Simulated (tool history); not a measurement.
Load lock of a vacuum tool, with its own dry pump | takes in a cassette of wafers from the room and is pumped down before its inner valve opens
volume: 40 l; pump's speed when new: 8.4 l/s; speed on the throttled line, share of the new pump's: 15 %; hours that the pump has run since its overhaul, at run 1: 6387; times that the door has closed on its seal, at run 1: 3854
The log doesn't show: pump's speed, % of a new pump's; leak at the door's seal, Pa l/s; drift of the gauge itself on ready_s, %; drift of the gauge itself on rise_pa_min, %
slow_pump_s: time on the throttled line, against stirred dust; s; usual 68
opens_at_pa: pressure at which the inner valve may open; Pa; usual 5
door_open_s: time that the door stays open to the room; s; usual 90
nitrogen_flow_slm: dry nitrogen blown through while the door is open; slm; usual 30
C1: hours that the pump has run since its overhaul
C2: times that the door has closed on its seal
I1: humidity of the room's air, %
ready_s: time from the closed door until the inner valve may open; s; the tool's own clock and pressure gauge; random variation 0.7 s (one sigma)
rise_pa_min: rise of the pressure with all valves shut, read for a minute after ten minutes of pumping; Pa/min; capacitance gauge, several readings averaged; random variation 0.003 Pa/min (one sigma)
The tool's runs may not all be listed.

Run 1, hour 0: usual settings; C1 6387; C2 3854; I1 43.4. Result: ready_s 109.5 s, rise_pa_min 0.04 Pa/min.
Run 2, hour 73.4: usual settings; C1 6461; C2 3992; I1 46.5. Result: ready_s 112.2 s, rise_pa_min 0.033 Pa/min.
Run 3, hour 165.3: usual settings; C1 6553; C2 4165; I1 41.4. Result: ready_s 111.3 s, rise_pa_min 0.035 Pa/min.
Run 4, hour 236.1: usual settings; C1 6624; C2 4297; I1 44.4. Result: ready_s 111.1 s, rise_pa_min 0.04 Pa/min.
Run 5, hour 327.7: usual settings; C1 6715; C2 4469; I1 45.4. Result: ready_s 110.7 s, rise_pa_min 0.043 Pa/min.
Run 6, hour 403.2: usual settings but door_open_s 60 s; C1 6791; C2 4611; I1 43.5. Result: ready_s 110.9 s, rise_pa_min 0.029 Pa/min.
Run 7, hour 445.1: usual settings but door_open_s 60 s; C1 6833; C2 4690; I1 45.7. Result: ready_s 110.3 s, rise_pa_min 0.028 Pa/min.
Run 8, hour 502.8: usual settings but door_open_s 60 s; C1 6890; C2 4798; I1 46.6. Result: ready_s 111.8 s, rise_pa_min 0.036 Pa/min.
Run 9, hour 583.3: usual settings but door_open_s 60 s; C1 6971; C2 4949; I1 46.3. Result: ready_s 112.2 s, rise_pa_min 0.032 Pa/min.
Run 10, hour 658.2: usual settings but door_open_s 49 s; C1 7046; C2 5090; I1 46.2. Result: ready_s 111.9 s, rise_pa_min 0.031 Pa/min.
Run 11, hour 704.6: usual settings but door_open_s 49 s; C1 7092; C2 5177; I1 45.5. Result: ready_s 111.8 s, rise_pa_min 0.03 Pa/min.
Run 12, hour 751.1: usual settings but door_open_s 49 s; C1 7139; C2 5264; I1 44.2. Result: ready_s 111.2 s, rise_pa_min 0.03 Pa/min.
Run 13, hour 817: usual settings but door_open_s 49 s; C1 7204; C2 5388; I1 45.9. Result: ready_s 112.1 s, rise_pa_min 0.036 Pa/min.
Run 14, hour 855.6: usual settings; C1 7243; C2 5460; I1 44.7. Result: ready_s 112.9 s, rise_pa_min 0.035 Pa/min.
Run 15, hour 894.8: usual settings; C1 7282; C2 5534; I1 44.1. Result: ready_s 113.4 s, rise_pa_min 0.044 Pa/min.
Run 16, hour 962: usual settings; C1 7349; C2 5660; I1 43.7. Result: ready_s 112.8 s, rise_pa_min 0.041 Pa/min.
Run 17, hour 1055: usual settings; C1 7442; C2 5835; I1 43.9. Result: ready_s 113.1 s, rise_pa_min 0.033 Pa/min.
Run 18, hour 1100.2: usual settings but opens_at_pa 7 Pa, nitrogen_flow_slm 33 slm; C1 7488; C2 5920; I1 44.3. Result: ready_s 110.2 s, rise_pa_min 0.041 Pa/min.
Run 19, hour 1187.2: usual settings but opens_at_pa 6 Pa; C1 7575; C2 6083; I1 46.6. Result: ready_s 112 s, rise_pa_min 0.036 Pa/min.
Run 20, hour 1234.1: usual settings but opens_at_pa 6 Pa; C1 7622; C2 6171; I1 46.7. Result: ready_s 111.2 s, rise_pa_min 0.044 Pa/min.
Run 21, hour 1290.2: usual settings but slow_pump_s 69 s; C1 7678; C2 6276; I1 40.2. Result: ready_s 113.5 s, rise_pa_min 0.037 Pa/min.
Run 22, hour 1366.4: usual settings but door_open_s 57 s, nitrogen_flow_slm 5 slm; C1 7754; C2 6419; I1 45.3. Result: ready_s 112 s, rise_pa_min 0.052 Pa/min.
Run 23, hour 1410.9: usual settings but opens_at_pa 8 Pa, door_open_s 147 s, nitrogen_flow_slm 5 slm; C1 7798; C2 6503; I1 43.7. Result: ready_s 110.9 s, rise_pa_min 0.083 Pa/min.
Run 24, hour 1495.5: usual settings but opens_at_pa 8 Pa, door_open_s 103 s, nitrogen_flow_slm 15 slm; C1 7883; C2 6662; I1 44.8. Result: ready_s 108.4 s, rise_pa_min 0.063 Pa/min.
Run 25, hour 1533.9: usual settings but slow_pump_s 87 s, opens_at_pa 8 Pa, door_open_s 103 s, nitrogen_flow_slm 15 slm; C1 7921; C2 6734; I1 45.8. Result: ready_s 127.1 s, rise_pa_min 0.056 Pa/min.
Run 26, hour 1605.4: usual settings but nitrogen_flow_slm 8 slm; C1 7993; C2 6868; I1 42.2. Result: ready_s 113.3 s, rise_pa_min 0.06 Pa/min.
Run 27, hour 1651.6: usual settings but opens_at_pa 6 Pa, nitrogen_flow_slm 27 slm; C1 8039; C2 6955; I1 43.4. Result: ready_s 112.7 s, rise_pa_min 0.041 Pa/min.
Run 28, hour 1705.4: usual settings but slow_pump_s 91 s, opens_at_pa 4 Pa, door_open_s 102 s; C1 8093; C2 7056; I1 45.2. Result: ready_s 134.2 s, rise_pa_min 0.044 Pa/min.

Measured less the same run without the tool's hidden state. The same run-to-run variation is in both; the gauge's scatter may not be:
run  ready_s  rise_pa_min
  1     +5.2       +0.005
  2     +5.4       +0.006
  3     +5.5       +0.006
  4     +5.5       +0.006
  5     +5.6       +0.007
  6     +5.6       +0.007
  7     +5.6       +0.007
  8     +5.7       +0.007
  9     +5.8       +0.007
 10     +5.8       +0.007
 11     +5.9       +0.007
 12     +5.9       +0.008
 13     +6.2       +0.008
 14     +6.2       +0.007
 15     +6.3       +0.008
 16     +6.4       +0.008
 17     +6.5       +0.008
 18     +6.1       +0.008
 19     +6.3       +0.008
 20     +6.2       +0.008
 21     +6.6       +0.009
 22     +6.7       +0.009
 23     +6.4       +0.009
 24     +6.3        +0.01
 25       +6       +0.009
 26     +6.9        +0.01
 27     +6.8       +0.009
 28     +6.7        +0.01

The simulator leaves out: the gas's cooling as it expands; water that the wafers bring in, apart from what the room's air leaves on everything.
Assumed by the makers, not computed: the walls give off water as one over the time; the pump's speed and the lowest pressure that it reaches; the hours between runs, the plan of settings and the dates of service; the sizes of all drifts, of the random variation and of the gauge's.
